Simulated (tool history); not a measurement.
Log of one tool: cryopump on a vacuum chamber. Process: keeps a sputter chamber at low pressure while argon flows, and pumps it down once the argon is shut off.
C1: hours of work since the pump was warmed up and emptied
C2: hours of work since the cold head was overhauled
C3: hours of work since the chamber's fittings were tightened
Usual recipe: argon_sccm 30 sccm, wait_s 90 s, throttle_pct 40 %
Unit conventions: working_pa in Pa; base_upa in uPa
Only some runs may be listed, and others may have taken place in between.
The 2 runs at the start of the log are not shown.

Run 3, hour 140.6: usual settings; C1 460; C2 1953; C3 916. Result: working_pa 0.0621 Pa, base_upa 0.89 uPa.
Run 4, hour 216.1: usual settings but wait_s 101 s; C1 527; C2 2021; C3 983. Result: working_pa 0.0629 Pa, base_upa 0.93 uPa.
At hour 298.7: leaking fittings of the chamber tightened, without venting.
Run 5, hour 298.7: usual settings but argon_sccm 20 sccm, wait_s 101 s; C1 599; C2 2093; C3 0. Result: working_pa 0.043 Pa, base_upa 0.55 uPa.
At hour 364.4: pump warmed up, emptied and cooled again.
Run 6, hour 382.1: usual settings but argon_sccm 20 sccm, wait_s 101 s; C1 16; C2 2163; C3 70. Result: working_pa 0.0363 Pa, base_upa 0.45 uPa.
Run 7, hour 445.5: usual settings but argon_sccm 20 sccm, wait_s 101 s; C1 72; C2 2219; C3 127. Result: working_pa 0.0378 Pa, base_upa 0.48 uPa.
Run 8, hour 547.7: usual settings but argon_sccm 25 sccm; C1 164; C2 2311; C3 218. Result: working_pa 0.0479 Pa, base_upa 0.56 uPa.
Run 9, hour 634.9: usual settings but argon_sccm 25 sccm; C1 241; C2 2388; C3 296. Result: working_pa 0.0487 Pa, base_upa 0.63 uPa.
Run 10, hour 717.9: usual settings; C1 316; C2 2462; C3 370. Result: working_pa 0.0586 Pa, base_upa 0.64 uPa.
Run 11, hour 764.8: usual settings; C1 357; C2 2504; C3 412. Result: working_pa 0.0602 Pa, base_upa 0.7 uPa.
Run 12, hour 807.1: usual settings but wait_s 59 s; C1 395; C2 2542; C3 449. Result: working_pa 0.061 Pa, base_upa 0.9 uPa.
Run 13, hour 882.4: usual settings; C1 462; C2 2609; C3 517. Result: working_pa 0.062 Pa, base_upa 0.79 uPa.
Run 14, hour 974.7: usual settings but argon_sccm 12 sccm; C1 545; C2 2692; C3 599. Result: working_pa 0.0258 Pa, base_upa 0.84 uPa.
Run 15, hour 1037.1: usual settings but argon_sccm 12 sccm; C1 600; C2 2747; C3 655. Result: working_pa 0.026 Pa, base_upa 0.89 uPa.
Run 16, hour 1087.4: usual settings but throttle_pct 27 %; C1 645; C2 2792; C3 700. Result: working_pa 0.0936 Pa, base_upa 0.94 uPa.
At hour 1100.8: pump warmed up, emptied and cooled again.
Run 17, hour 1148: usual settings but argon_sccm 18 sccm, wait_s 24 s, throttle_pct 27 %; C1 42; C2 2842; C3 749. Result: working_pa 0.0497 Pa, base_upa 1.63 uPa.
Run 18, hour 1192.4: usual settings but argon_sccm 52 sccm, wait_s 59 s, throttle_pct 17 %; C1 82; C2 2882; C3 789. Result: working_pa 0.2264 Pa, base_upa 0.95 uPa.
Run 19, hour 1287.1: usual settings but argon_sccm 17 sccm, wait_s 165 s, throttle_pct 17 %; C1 166; C2 2966; C3 873. Result: working_pa 0.0745 Pa, base_upa 0.7 uPa.
Run 20, hour 1384.3: usual settings but argon_sccm 38 sccm, wait_s 23 s, throttle_pct 44 %; C1 253; C2 3053; C3 960. Result: working_pa 0.067 Pa, base_upa 1.93 uPa.
Run 21, hour 1476.7: usual settings but argon_sccm 38 sccm, wait_s 136 s, throttle_pct 44 %; C1 336; C2 3135; C3 1043. Result: working_pa 0.0697 Pa, base_upa 0.87 uPa.
At hour 1493.6: leaking fittings of the chamber tightened, without venting.
Run 22, hour 1570.4: usual settings but argon_sccm 13 sccm; C1 417; C2 3217; C3 69. Result: working_pa 0.0268 Pa, base_upa 0.54 uPa.
Run 23, hour 1655.2: usual settings but argon_sccm 14 sccm, throttle_pct 59 %; C1 493; C2 3293; C3 144. Result: working_pa 0.0224 Pa, base_upa 0.61 uPa.
Run 24, hour 1699.4: usual settings but wait_s 29 s; C1 533; C2 3332; C3 184. Result: working_pa 0.0645 Pa, base_upa 1.27 uPa.
Run 25, hour 1755.4: usual settings but argon_sccm 34 sccm, wait_s 139 s, throttle_pct 58 %; C1 583; C2 3382; C3 234. Result: working_pa 0.0561 Pa, base_upa 0.54 uPa.
Run 26, hour 1804.6: usual settings but argon_sccm 46 sccm, wait_s 92 s; C1 626; C2 3426; C3 278. Result: working_pa 0.103 Pa, base_upa 0.69 uPa.

Run 27 is up next; what results do you expect?
At hour 1839.7: pump warmed up, emptied and cooled again.
Run 27, hour 1851.5: usual settings but argon_sccm 56 sccm, wait_s 92 s; C1 11; C2 3464; C3 315. Result: working_pa ?, base_upa ?.

Logged for run 27: working_pa 0.1045 Pa, base_upa 0.58 uPa.
Minus the tool's unlogged condition, the same run would have read working_pa 0.1031 Pa, base_upa 0.46 uPa.

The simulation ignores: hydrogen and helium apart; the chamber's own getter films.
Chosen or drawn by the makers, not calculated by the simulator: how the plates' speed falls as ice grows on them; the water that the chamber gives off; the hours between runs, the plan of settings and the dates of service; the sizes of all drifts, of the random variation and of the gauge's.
